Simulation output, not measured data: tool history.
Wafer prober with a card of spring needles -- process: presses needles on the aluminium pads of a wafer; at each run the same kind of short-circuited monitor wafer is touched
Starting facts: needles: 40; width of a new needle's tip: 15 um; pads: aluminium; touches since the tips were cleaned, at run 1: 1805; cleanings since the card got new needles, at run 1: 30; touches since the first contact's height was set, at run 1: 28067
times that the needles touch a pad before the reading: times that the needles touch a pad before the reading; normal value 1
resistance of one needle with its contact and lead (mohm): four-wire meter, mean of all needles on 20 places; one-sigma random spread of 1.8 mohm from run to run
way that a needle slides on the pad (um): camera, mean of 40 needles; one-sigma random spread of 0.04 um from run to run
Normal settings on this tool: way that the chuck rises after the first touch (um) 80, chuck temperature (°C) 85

| run | day | way that the chuck rises after the first touch (um) | chuck temperature (°C) | times that the needles touch a pad before the reading | touches since the tips were cleaned | cleanings since the card got new needles | touches since the first contact's height was set | resistance of one needle with its contact and lead (mohm) | way that a needle slides on the pad (um) |
|---|---|---|---|---|---|---|---|---|---|
| 1 | 0.000 | 80 | 85 | 1 | 1805 | 30 | 28067 | 182 | 18.23 |
|  | 0.850 | tips cleaned on abrasive film |
|  | 2.138 | tips cleaned on abrasive film |
| 2 | 2.479 | 80 | 85 | 1 | 1866 | 32 | 41554 | 184 | 18.20 |
|  | 3.367 | tips cleaned on abrasive film |
|  | 4.654 | tips cleaned on abrasive film |
| 3 | 5.008 | 80 | 85 | 1 | 1940 | 34 | 55293 | 180 | 18.15 |
|  | 5.821 | tips cleaned on abrasive film |
| 4 | 6.667 | 80 | 85 | 1 | 4627 | 35 | 64323 | 187 | 18.09 |
|  | 7.079 | tips cleaned on abrasive film |
|  | 8.438 | tips cleaned on abrasive film |
| 5 | 9.125 | 80 | 85 | 1 | 3754 | 37 | 77676 | 184 | 18.05 |
|  | 9.629 | tips cleaned on abrasive film |
|  | 10.838 | tips cleaned on abrasive film |
| 6 | 11.104 | 80 | 85 | 1 | 1452 | 39 | 88440 | 185 | 18.04 |
|  | 12.079 | tips cleaned on abrasive film |
| 7 | 12.375 | 80 | 85 | 1 | 1606 | 40 | 95334 | 184 | 18.08 |
|  | 13.329 | tips cleaned on abrasive film |
| 8 | 13.712 | 88 | 85 | 1 | 2085 | 41 | 102604 | 184 | 19.84 |
|  | 14.571 | tips cleaned on abrasive film |
| 9 | 15.342 | 80 | 76 | 2 | 4189 | 42 | 111471 | 181 | 18.01 |
|  | 15.767 | tips cleaned on abrasive film |
| 10 | 16.875 | 95 | 28 | 1 | 6064 | 43 | 119831 | 170 | 21.31 |
|  | 17.104 | tips cleaned on abrasive film |
|  | 18.283 | tips cleaned on abrasive film |
| 11 | 18.779 | 63 | 59 | 2 | 2699 | 45 | 130158 | 181 | 14.19 |

Below are 5 alternative next runs, each starting from the tool's condition after run 11. Predict each:
|  | 19.496 | tips cleaned on abrasive film |
|  | 20.708 | tips cleaned on abrasive film |
| A | 20.983 | 65 | 82 | 1 | 1504 | 47 | 142150 | ? | ? |
|  | 19.496 | tips cleaned on abrasive film |
|  | 20.708 | tips cleaned on abrasive film |
| B | 20.983 | 67 | 118 | 1 | 1504 | 47 | 142150 | ? | ? |
|  | 19.496 | tips cleaned on abrasive film |
|  | 20.708 | tips cleaned on abrasive film |
| C | 20.983 | 66 | 39 | 1 | 1504 | 47 | 142150 | ? | ? |
|  | 19.496 | tips cleaned on abrasive film |
|  | 20.708 | tips cleaned on abrasive film |
| D | 20.983 | 80 | 36 | 3 | 1504 | 47 | 142150 | ? | ? |
|  | 19.496 | tips cleaned on abrasive film |
|  | 20.708 | tips cleaned on abrasive film |
| E | 20.983 | 63 | 48 | 2 | 1504 | 47 | 142150 | ? | ? |

| run | resistance of one needle with its contact and lead (mohm) | way that a needle slides on the pad (um) |
|---|---|---|
| A | 185 | 14.54 |
| B | 194 | 15.03 |
| C | 181 | 14.81 |
| D | 174 | 17.95 |
| E | 177 | 14.18 |
Stripped of hidden state, with their random variation kept, the same runs would have yielded:
| run | resistance of one needle with its contact and lead (mohm) | way that a needle slides on the pad (um) |
|---|---|---|
| A | 185 | 14.75 |
| B | 194 | 15.24 |
| C | 181 | 15.02 |
| D | 174 | 18.20 |
| E | 177 | 14.38 |

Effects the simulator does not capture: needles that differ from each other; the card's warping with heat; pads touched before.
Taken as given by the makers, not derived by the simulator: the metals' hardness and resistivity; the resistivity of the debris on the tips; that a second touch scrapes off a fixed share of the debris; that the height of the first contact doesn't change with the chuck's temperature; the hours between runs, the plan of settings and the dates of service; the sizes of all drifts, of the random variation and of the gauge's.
